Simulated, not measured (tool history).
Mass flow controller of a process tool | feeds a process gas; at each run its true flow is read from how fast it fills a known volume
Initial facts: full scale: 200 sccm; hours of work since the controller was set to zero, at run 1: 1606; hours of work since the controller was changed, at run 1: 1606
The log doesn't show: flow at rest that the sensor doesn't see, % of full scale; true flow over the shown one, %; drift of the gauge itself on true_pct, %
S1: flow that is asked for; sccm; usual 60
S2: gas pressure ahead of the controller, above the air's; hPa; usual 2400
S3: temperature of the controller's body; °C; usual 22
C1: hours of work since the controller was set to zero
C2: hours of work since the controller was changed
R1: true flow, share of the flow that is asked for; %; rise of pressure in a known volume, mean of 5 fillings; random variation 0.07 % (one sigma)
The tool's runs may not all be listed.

| run | day | S1 | S2 | S3 | C1 | C2 | R1 |
|---|---|---|---|---|---|---|---|
| 1 | 0 | 60 | 2400 | 22 | 1606 | 1606 | 97.55 |
| 2 | 2.679 | 60 | 2400 | 22 | 1640 | 1640 | 97.39 |
| 3 | 4.583 | 60 | 2400 | 22 | 1665 | 1665 | 97.57 |
| 4 | 6.3 | 60 | 2400 | 22 | 1687 | 1687 | 97.43 |
| 5 | 8.754 | 60 | 2400 | 22 | 1718 | 1718 | 97.34 |
| 6 | 10.717 | 60 | 2400 | 22 | 1743 | 1743 | 97.36 |
| 7 | 14.046 | 60 | 2400 | 22 | 1786 | 1786 | 97.29 |
| 8 | 16.921 | 60 | 1750 | 22 | 1822 | 1822 | 97.68 |
| 9 | 19.071 | 60 | 1750 | 22 | 1850 | 1850 | 97.64 |
| 10 | 20.738 | 60 | 2490 | 22 | 1871 | 1871 | 97.03 |
| 11 | 22.704 | 60 | 2490 | 22 | 1896 | 1896 | 97.21 |
| 12 | 25.004 | 60 | 2490 | 22 | 1926 | 1926 | 97.03 |
| 13 | 27.1 | 60 | 2490 | 22 | 1952 | 1952 | 96.89 |
| 14 | 28.808 | 60 | 2490 | 22 | 1974 | 1974 | 97.07 |
| 15 | 30.562 | 109 | 1720 | 29 | 1997 | 1997 | 97.93 |

Forecast run 16:
| 16 | 32.554 | 96 | 2400 | 21 | 2022 | 2022 | ? |

R1: 97.54 %
Minus the tool's unlogged condition, the same run would have read R1 98.21 %.
